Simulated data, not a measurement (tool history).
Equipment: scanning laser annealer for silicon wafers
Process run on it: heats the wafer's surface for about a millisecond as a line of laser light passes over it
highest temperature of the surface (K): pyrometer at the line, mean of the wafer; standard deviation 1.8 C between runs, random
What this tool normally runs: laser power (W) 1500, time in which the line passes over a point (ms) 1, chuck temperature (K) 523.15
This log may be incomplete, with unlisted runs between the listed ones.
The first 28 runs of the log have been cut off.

run     day  laser power (W)  time in which the line passes over a point (ms)  chuck temperature (K)  hours of work since the window was cleaned  hours of work since the power meter was calibrated  hours of work since the optics were aligned  highest temperature of the surface (K)
 29    21.8             1500                                              0.7                 523.15                                         183                                                 557                                         1493                                 1133.15
 30  22.417             1407                                                1                 517.15                                         190                                                 564                                         1500                                 1182.15
 31  23.212             1532                                                1                 535.15                                         199                                                 573                                         1509                                 1266.15
 32  24.296             1532                                                1                 535.15                                         212                                                 585                                         1522                                 1265.15
 33  25.038             1440                                             0.78                 535.15                                         220                                                 594                                         1530                                 1145.15
 34  25.646             1481                                             1.15                 523.15                                         227                                                 600                                         1537                                 1270.15
 35  26.658             1481                                             1.15                 523.15                                         239                                                 612                                         1549                                 1270.15
 36  27.708             1500                                             1.17                 526.15                                         251                                                 624                                         1560                                 1288.15
 37  28.462             1292                                             1.23                 560.15                                         259                                                 633                                         1569                                 1217.15
 38  29.567             1500                                             0.82                 523.15                                         272                                                 645                                         1582                                 1175.15
 39  30.592             1275                                             0.78                 543.15                                         284                                                 657                                         1593                                 1073.15
 40  31.562             1275                                             0.78                 543.15                                         295                                                 668                                         1605                                 1074.15

Consider 4 possible next runs. They are alternatives, not a sequence: every one starts from the tool as it was left by run 40. What does each give?
  A  32.15             1580                                             0.78                 543.15                                         302                                                 675                                         1611                                       ?
  B  32.15             1303                                             1.02                 560.15                                         302                                                 675                                         1611                                       ?
  C  32.15             1500                                             1.07                 488.15                                         302                                                 675                                         1611                                       ?
  D  32.15             1500                                             0.77                 511.15                                         302                                                 675                                         1611                                       ?

run  highest temperature of the surface (K)
  A                                 1222.15
  B                                 1171.15
  C                                 1221.15
  D                                 1148.15
Stripped of hidden state, with their random variation kept, the same runs would have yielded:
run  highest temperature of the surface (K)
  A                                 1239.15
  B                                 1186.15
  C                                 1239.15
  D                                 1164.15
